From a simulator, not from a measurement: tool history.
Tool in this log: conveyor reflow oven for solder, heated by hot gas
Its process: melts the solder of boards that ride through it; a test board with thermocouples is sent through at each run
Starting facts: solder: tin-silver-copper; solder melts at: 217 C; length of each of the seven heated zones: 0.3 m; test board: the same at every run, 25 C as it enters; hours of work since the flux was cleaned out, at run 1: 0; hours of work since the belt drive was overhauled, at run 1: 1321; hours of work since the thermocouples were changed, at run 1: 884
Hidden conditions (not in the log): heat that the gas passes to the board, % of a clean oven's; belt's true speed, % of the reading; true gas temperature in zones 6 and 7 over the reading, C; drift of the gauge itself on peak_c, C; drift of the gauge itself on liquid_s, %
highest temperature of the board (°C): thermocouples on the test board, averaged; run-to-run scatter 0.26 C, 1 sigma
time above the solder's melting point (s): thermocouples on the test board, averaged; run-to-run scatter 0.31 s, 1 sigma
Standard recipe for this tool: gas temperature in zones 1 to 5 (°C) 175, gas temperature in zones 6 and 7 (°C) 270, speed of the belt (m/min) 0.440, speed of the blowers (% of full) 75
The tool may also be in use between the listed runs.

run	hour	gas temperature in zones 1 to 5 (°C)	gas temperature in zones 6 and 7 (°C)	speed of the belt (m/min)	speed of the blowers (% of full)	hours of work since the flux was cleaned out	hours of work since the belt drive was overhauled	hours of work since the thermocouples were changed	highest temperature of the board (°C)	time above the solder's melting point (s)
1	0.0	175	270	0.440	75	0	1321	884	251.1	60.0
2	45.9	175	270	0.440	75	35	1357	919	251.1	59.7
# hour 105.2: thermocouples of zones 6 and 7 changed
3	124.7	175	270	0.440	75	94	1416	15	251.0	59.3
4	165.0	175	270	0.440	75	125	1447	46	250.5	59.8
5	225.5	175	270	0.440	75	172	1493	93	250.3	59.9
# hour 236.9: belt drive overhauled, speed set with a stopwatch
6	269.2	175	270	0.440	75	202	25	123	251.1	60.1
7	328.1	175	270	0.440	75	248	70	168	251.2	59.2
# hour 340.9: flux residue cleaned out of gas plates and filters
8	382.5	175	270	0.440	75	32	108	206	250.3	59.1
9	436.2	175	270	0.440	75	73	149	247	251.4	59.4
10	497.2	175	270	0.440	75	120	196	294	250.8	58.8
11	560.6	175	270	0.440	75	169	245	343	250.7	59.6
12	616.9	175	270	0.440	75	212	288	386	251.0	59.6
# hour 681.3: flux residue cleaned out of gas plates and filters
13	696.1	175	270	0.440	75	11	345	443	251.2	59.6
14	745.9	175	270	0.440	75	50	384	482	251.1	59.6
15	821.2	181	275	0.378	66	108	441	540	259.2	79.4
16	902.1	181	266	0.472	66	170	504	602	243.8	50.7
17	957.6	181	266	0.472	66	212	546	644	243.9	51.0
18	1004.9	173	279	0.511	51	249	583	681	241.3	38.8
# hour 1017.5: flux residue cleaned out of gas plates and filters
19	1077.6	173	279	0.489	78	46	635	733	255.0	55.0
20	1154.3	173	279	0.489	78	105	694	792	254.8	54.7
21	1228.0	160	270	0.440	75	162	750	848	247.5	52.2
22	1278.2	160	270	0.440	75	200	789	887	248.1	51.3
23	1340.2	160	282	0.452	75	248	836	935	256.9	57.2
# hour 1352.0: flux residue cleaned out of gas plates and filters
# hour 1383.7: thermocouples of zones 6 and 7 changed
24	1422.5	168	272	0.489	70	53	894	30	245.6	45.2
25	1480.4	168	272	0.426	64	97	939	74	249.1	56.2

Alternative continuations, all from the tool just after run 25; predict every row:
A	1541.8	170	270	0.397	60	144	986	122	?	?
B	1541.8	175	284	0.440	75	144	986	122	?	?
C	1541.8	175	270	0.529	75	144	986	122	?	?
D	1541.8	189	270	0.440	75	144	986	122	?	?
E	1541.8	175	274	0.470	75	144	986	122	?	?

run	highest temperature of the board (°C)	time above the solder's melting point (s)
A	249.3	62.0
B	262.8	67.8
C	244.2	42.7
D	253.7	68.4
E	251.6	55.9
With no hidden state in the tool, these same runs would have given:
run	highest temperature of the board (°C)	time above the solder's melting point (s)
A	249.3	62.0
B	262.8	67.8
C	244.2	42.6
D	253.6	68.4
E	251.6	55.9

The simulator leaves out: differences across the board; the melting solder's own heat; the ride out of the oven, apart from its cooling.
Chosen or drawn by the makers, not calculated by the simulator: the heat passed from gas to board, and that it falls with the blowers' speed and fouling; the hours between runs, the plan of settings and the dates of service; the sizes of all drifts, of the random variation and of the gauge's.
